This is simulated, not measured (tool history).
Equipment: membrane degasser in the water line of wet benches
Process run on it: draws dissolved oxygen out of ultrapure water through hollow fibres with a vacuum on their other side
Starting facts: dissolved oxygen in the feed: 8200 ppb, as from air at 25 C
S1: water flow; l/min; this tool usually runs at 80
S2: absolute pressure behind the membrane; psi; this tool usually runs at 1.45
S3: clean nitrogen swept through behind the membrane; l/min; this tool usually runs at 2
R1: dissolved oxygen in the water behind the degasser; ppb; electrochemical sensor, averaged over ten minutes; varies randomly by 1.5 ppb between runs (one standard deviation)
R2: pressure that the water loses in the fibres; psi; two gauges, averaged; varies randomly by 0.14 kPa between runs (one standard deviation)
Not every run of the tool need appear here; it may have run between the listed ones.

{"run": 1, "day": 0.0, "S1": 80, "S2": 1.45, "S3": 2, "R1": 578.9, "R2": 6.341}
{"run": 2, "day": 4.558, "S1": 80, "S2": 1.45, "S3": 2, "R1": 582.9, "R2": 6.316}
{"run": 3, "day": 9.938, "S1": 80, "S2": 1.45, "S3": 2, "R1": 581.3, "R2": 6.318}
{"run": 4, "day": 12.317, "S1": 80, "S2": 1.45, "S3": 4.52, "R1": 324.4, "R2": 6.34}
{"run": 5, "day": 15.462, "S1": 80, "S2": 1.45, "S3": 4.52, "R1": 323.9, "R2": 6.383}
{"run": 6, "day": 20.0, "S1": 80, "S2": 1.45, "S3": 4.68, "R1": 317.1, "R2": 6.369}
{"run": 7, "day": 24.467, "S1": 121, "S2": 1.45, "S3": 4.68, "R1": 483.3, "R2": 9.604}
{"run": 8, "day": 28.062, "S1": 121, "S2": 1.45, "S3": 4.68, "R1": 482.4, "R2": 9.612}
{"run": 9, "day": 33.892, "S1": 121, "S2": 1.2, "S3": 4.68, "R1": 399.9, "R2": 9.645}
{"day": 39.296, "done": "vacuum gauge calibrated"}
{"run": 10, "day": 39.35, "S1": 121, "S2": 1.2, "S3": 4.68, "R1": 386.2, "R2": 9.665}
{"run": 11, "day": 44.179, "S1": 59, "S2": 1.2, "S3": 4.68, "R1": 175.8, "R2": 4.718}
{"run": 12, "day": 46.788, "S1": 59, "S2": 1.2, "S3": 4.68, "R1": 176.5, "R2": 4.691}
{"run": 13, "day": 49.429, "S1": 59, "S2": 1.62, "S3": 4.68, "R1": 256.8, "R2": 4.701}
{"run": 14, "day": 54.508, "S1": 59, "S2": 1.62, "S3": 4.68, "R1": 256.5, "R2": 4.727}
{"run": 15, "day": 59.008, "S1": 59, "S2": 1.62, "S3": 4.68, "R1": 258.2, "R2": 4.721}
{"run": 16, "day": 62.279, "S1": 59, "S2": 1.62, "S3": 4.68, "R1": 257.6, "R2": 4.706}
{"run": 17, "day": 65.817, "S1": 80, "S2": 1.57, "S3": 2.77, "R1": 496.5, "R2": 6.385}
{"run": 18, "day": 70.592, "S1": 80, "S2": 3.02, "S3": 0.92, "R1": 2081.7, "R2": 6.376}
{"run": 19, "day": 74.921, "S1": 80, "S2": 3.02, "S3": 0.92, "R1": 2081.4, "R2": 6.367}

For run 20, what comes out?
{"run": 20, "day": 80.683, "S1": 93, "S2": 1.61, "S3": 1.41, "R1": "?", "R2": "?"}

For run 20 the tool returned R1 921.5 ppb, R2 7.438 psi.
Had the tool carried no hidden state, the very same run would have given R1 907.6 ppb, R2 7.184 psi.
